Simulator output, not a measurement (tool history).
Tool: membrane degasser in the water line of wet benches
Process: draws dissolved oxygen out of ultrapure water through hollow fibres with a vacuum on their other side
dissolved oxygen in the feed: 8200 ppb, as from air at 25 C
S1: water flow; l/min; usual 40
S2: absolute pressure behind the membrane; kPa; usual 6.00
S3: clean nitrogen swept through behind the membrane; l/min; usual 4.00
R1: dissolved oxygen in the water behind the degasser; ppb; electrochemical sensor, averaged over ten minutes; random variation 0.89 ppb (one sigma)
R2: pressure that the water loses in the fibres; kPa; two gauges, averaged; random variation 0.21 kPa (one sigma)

run 1 day=0.000 | S1=40 S2=6.00 S3=4.00 | R1=83.3 R2=48.30
-- day=0.221 seals of the vacuum lines changed
run 2 day=3.112 | S1=26 S2=6.00 S3=4.00 | R1=51.4 R2=31.37
run 3 day=6.262 | S1=26 S2=6.00 S3=4.00 | R1=50.1 R2=31.64
run 4 day=9.562 | S1=26 S2=6.00 S3=4.00 | R1=51.9 R2=31.27
run 5 day=12.825 | S1=26 S2=6.00 S3=4.00 | R1=51.4 R2=31.45
run 6 day=14.417 | S1=26 S2=6.00 S3=4.00 | R1=49.8 R2=31.57
run 7 day=16.771 | S1=40 S2=8.06 S3=4.00 | R1=130.1 R2=48.80
run 8 day=18.275 | S1=47 S2=8.06 S3=4.00 | R1=154.9 R2=57.31
run 9 day=19.817 | S1=47 S2=8.06 S3=4.00 | R1=159.3 R2=57.06
run 10 day=21.696 | S1=40 S2=4.36 S3=4.00 | R1=44.8 R2=48.64
run 11 day=23.712 | S1=40 S2=4.36 S3=4.00 | R1=45.0 R2=48.80
run 12 day=25.325 | S1=40 S2=4.36 S3=4.00 | R1=44.9 R2=48.83
run 13 day=28.625 | S1=40 S2=9.23 S3=4.00 | R1=157.3 R2=48.65
run 14 day=31.779 | S1=40 S2=6.00 S3=4.00 | R1=83.1 R2=49.05
run 15 day=33.275 | S1=40 S2=6.00 S3=4.00 | R1=84.8 R2=49.09
run 16 day=36.583 | S1=40 S2=6.00 S3=4.00 | R1=84.4 R2=48.96
run 17 day=39.450 | S1=45 S2=6.00 S3=4.00 | R1=94.2 R2=55.43
run 18 day=41.033 | S1=34 S2=6.00 S3=1.74 | R1=133.5 R2=42.15
run 19 day=43.792 | S1=34 S2=6.00 S3=1.74 | R1=132.7 R2=42.03
run 20 day=45.338 | S1=57 S2=11.69 S3=1.70 | R1=586.2 R2=70.11
run 21 day=46.779 | S1=28 S2=4.17 S3=4.89 | R1=22.7 R2=34.81
run 22 day=49.950 | S1=36 S2=9.69 S3=3.21 | R1=180.7 R2=44.23
run 23 day=53.083 | S1=39 S2=6.52 S3=2.73 | R1=126.0 R2=48.22
run 24 day=55.758 | S1=38 S2=8.43 S3=4.00 | R1=132.3 R2=47.12
run 25 day=57.321 | S1=38 S2=8.43 S3=4.00 | R1=132.9 R2=46.77
run 26 day=59.308 | S1=61 S2=6.01 S3=4.00 | R1=133.8 R2=75.64
run 27 day=62.479 | S1=63 S2=10.99 S3=5.78 | R1=237.5 R2=78.58
-- day=63.042 gauge calibrated
run 28 day=64.088 | S1=63 S2=10.99 S3=5.78 | R1=233.5 R2=76.12
run 29 day=66.521 | S1=63 S2=10.99 S3=5.78 | R1=233.8 R2=75.72
run 30 day=68.538 | S1=58 S2=5.13 S3=2.60 | R1=127.7 R2=70.42
run 31 day=69.971 | S1=31 S2=6.66 S3=2.60 | R1=106.4 R2=37.72
run 32 day=73.225 | S1=31 S2=6.66 S3=2.60 | R1=106.5 R2=37.50
run 33 day=75.238 | S1=31 S2=6.66 S3=2.60 | R1=105.8 R2=37.74

Measured less the same run without the tool's hidden state. The same run-to-run variation is in both; the gauge's scatter may not be:
The hidden state here: membrane still open, %; true pressure behind the membrane over the reading, kPa; air that leaks in behind the membrane, l/min; drift of the gauge itself on oxygen_ppb, %; drift of the gauge itself on loss_of_pressure_kpa, %.
run=1 R2=+0.00
run=2 R2=+0.05
run=3 R2=+0.09
run=4 R2=+0.14
run=5 R2=+0.18
run=6 R2=+0.21
run=7 R2=+0.38
run=8 R2=+0.47
run=9 R2=+0.51
run=10 R2=+0.48
run=11 R2=+0.53
run=12 R2=+0.55
run=13 R2=+0.63
run=14 R2=+0.71
run=15 R2=+0.73
run=16 R2=+0.81
run=17 R2=+0.99
run=18 R2=+0.77
run=19 R2=+0.82
run=20 R2=+1.42
run=21 R2=+0.72
run=22 R2=+0.98
run=23 R2=+1.14
run=24 R2=+1.17
run=25 R2=+1.20
run=26 R2=+1.99
run=27 R2=+2.17
run=28 R2=+0.04
run=29 R2=+0.13
run=30 R2=+0.19
run=31 R2=+0.12
run=32 R2=+0.18
run=33 R2=+0.22
R1: within 0.1 ppb of the measured result in every run.

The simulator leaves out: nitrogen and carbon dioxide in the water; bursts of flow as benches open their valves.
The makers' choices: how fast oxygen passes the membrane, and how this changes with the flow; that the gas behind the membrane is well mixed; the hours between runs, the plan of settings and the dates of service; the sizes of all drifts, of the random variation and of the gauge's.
